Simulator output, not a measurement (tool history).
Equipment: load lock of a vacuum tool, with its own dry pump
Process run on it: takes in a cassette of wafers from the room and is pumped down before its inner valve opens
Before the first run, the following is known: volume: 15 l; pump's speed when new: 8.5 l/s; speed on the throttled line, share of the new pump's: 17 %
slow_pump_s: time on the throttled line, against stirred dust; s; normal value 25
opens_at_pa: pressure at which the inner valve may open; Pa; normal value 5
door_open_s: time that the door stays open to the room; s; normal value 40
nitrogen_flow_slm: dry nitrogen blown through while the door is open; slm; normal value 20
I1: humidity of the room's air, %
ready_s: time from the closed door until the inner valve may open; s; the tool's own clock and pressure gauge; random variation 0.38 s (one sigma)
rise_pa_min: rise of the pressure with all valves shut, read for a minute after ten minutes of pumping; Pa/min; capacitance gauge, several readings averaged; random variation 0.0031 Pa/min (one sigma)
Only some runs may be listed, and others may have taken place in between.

run 1 hour=0 | slow_pump_s=25 opens_at_pa=5 door_open_s=40 nitrogen_flow_slm=20 | I1=47.9 | ready_s=38.6 rise_pa_min=0.099
run 2 hour=60.7 | slow_pump_s=25 opens_at_pa=5 door_open_s=40 nitrogen_flow_slm=20 | I1=44 | ready_s=39.1 rise_pa_min=0.1
run 3 hour=128 | slow_pump_s=25 opens_at_pa=5 door_open_s=40 nitrogen_flow_slm=20 | I1=46.3 | ready_s=39.6 rise_pa_min=0.101
run 4 hour=244.8 | slow_pump_s=25 opens_at_pa=5 door_open_s=40 nitrogen_flow_slm=20 | I1=44.8 | ready_s=39.2 rise_pa_min=0.099
run 5 hour=375.7 | slow_pump_s=17 opens_at_pa=5 door_open_s=40 nitrogen_flow_slm=20 | I1=42.4 | ready_s=32.6 rise_pa_min=0.097
run 6 hour=463.6 | slow_pump_s=25 opens_at_pa=5 door_open_s=40 nitrogen_flow_slm=20 | I1=45.5 | ready_s=38.7 rise_pa_min=0.104
run 7 hour=527.3 | slow_pump_s=25 opens_at_pa=5 door_open_s=40 nitrogen_flow_slm=20 | I1=41.4 | ready_s=39.4 rise_pa_min=0.098
run 8 hour=632 | slow_pump_s=25 opens_at_pa=5 door_open_s=236 nitrogen_flow_slm=20 | I1=44.7 | ready_s=39.4 rise_pa_min=0.149
run 9 hour=703.4 | slow_pump_s=25 opens_at_pa=5 door_open_s=236 nitrogen_flow_slm=20 | I1=47.1 | ready_s=39 rise_pa_min=0.15
run 10 hour=831.4 | slow_pump_s=40 opens_at_pa=5 door_open_s=40 nitrogen_flow_slm=20 | I1=43.7 | ready_s=51.1 rise_pa_min=0.101
run 11 hour=896.9 | slow_pump_s=40 opens_at_pa=5 door_open_s=40 nitrogen_flow_slm=20 | I1=45.4 | ready_s=51.6 rise_pa_min=0.108
run 12 hour=956.4 | slow_pump_s=25 opens_at_pa=5 door_open_s=40 nitrogen_flow_slm=20 | I1=41.7 | ready_s=39.5 rise_pa_min=0.105
run 13 hour=1025.5 | slow_pump_s=40 opens_at_pa=5 door_open_s=40 nitrogen_flow_slm=17 | I1=47.2 | ready_s=51.4 rise_pa_min=0.122
run 14 hour=1155.1 | slow_pump_s=18 opens_at_pa=5 door_open_s=58 nitrogen_flow_slm=21 | I1=46.9 | ready_s=33.5 rise_pa_min=0.115
run 15 hour=1245.3 | slow_pump_s=25 opens_at_pa=9 door_open_s=40 nitrogen_flow_slm=9 | I1=50.1 | ready_s=37.9 rise_pa_min=0.141
run 16 hour=1331.6 | slow_pump_s=25 opens_at_pa=5 door_open_s=81 nitrogen_flow_slm=29 | I1=47.5 | ready_s=38.5 rise_pa_min=0.116
run 17 hour=1459.8 | slow_pump_s=25 opens_at_pa=5 door_open_s=81 nitrogen_flow_slm=29 | I1=47 | ready_s=38.8 rise_pa_min=0.118
run 18 hour=1564.3 | slow_pump_s=25 opens_at_pa=5 door_open_s=81 nitrogen_flow_slm=29 | I1=44 | ready_s=39.6 rise_pa_min=0.118
run 19 hour=1681.1 | slow_pump_s=32 opens_at_pa=5 door_open_s=200 nitrogen_flow_slm=32 | I1=49.5 | ready_s=45 rise_pa_min=0.143
run 20 hour=1764.2 | slow_pump_s=25 opens_at_pa=7 door_open_s=47 nitrogen_flow_slm=20 | I1=47.2 | ready_s=38.6 rise_pa_min=0.119
run 21 hour=1866.6 | slow_pump_s=25 opens_at_pa=8 door_open_s=47 nitrogen_flow_slm=20 | I1=44.2 | ready_s=38.4 rise_pa_min=0.116
run 22 hour=1955.6 | slow_pump_s=37 opens_at_pa=7 door_open_s=76 nitrogen_flow_slm=9 | I1=45.2 | ready_s=47.6 rise_pa_min=0.151
run 23 hour=2045.5 | slow_pump_s=43 opens_at_pa=4 door_open_s=108 nitrogen_flow_slm=9 | I1=49.6 | ready_s=54.5 rise_pa_min=0.177
run 24 hour=2133.8 | slow_pump_s=25 opens_at_pa=5 door_open_s=40 nitrogen_flow_slm=20 | I1=47.3 | ready_s=39.2 rise_pa_min=0.12

5 ways to go on from here, each from the tool as it stands after run 24. What would each give?
run A hour=2216.6 | slow_pump_s=22 opens_at_pa=5 door_open_s=40 nitrogen_flow_slm=20 | I1=45.4 | ready_s=? rise_pa_min=?
run B hour=2216.6 | slow_pump_s=25 opens_at_pa=5 door_open_s=52 nitrogen_flow_slm=20 | I1=43.7 | ready_s=? rise_pa_min=?
run C hour=2216.6 | slow_pump_s=28 opens_at_pa=8 door_open_s=40 nitrogen_flow_slm=5 | I1=45.6 | ready_s=? rise_pa_min=?
run D hour=2216.6 | slow_pump_s=25 opens_at_pa=4 door_open_s=40 nitrogen_flow_slm=20 | I1=42.9 | ready_s=? rise_pa_min=?
run E hour=2216.6 | slow_pump_s=25 opens_at_pa=10 door_open_s=38 nitrogen_flow_slm=34 | I1=46.4 | ready_s=? rise_pa_min=?

run=A ready_s=37 rise_pa_min=0.123
run=B ready_s=38.6 rise_pa_min=0.126
run=C ready_s=41.1 rise_pa_min=0.15
run=D ready_s=40.2 rise_pa_min=0.122
run=E ready_s=38.2 rise_pa_min=0.111
Without the tool's hidden state the same runs would have given:
run=A ready_s=36.2 rise_pa_min=0.072
run=B ready_s=37.9 rise_pa_min=0.075
run=C ready_s=40.5 rise_pa_min=0.1
run=D ready_s=39.4 rise_pa_min=0.071
run=E ready_s=37.5 rise_pa_min=0.061
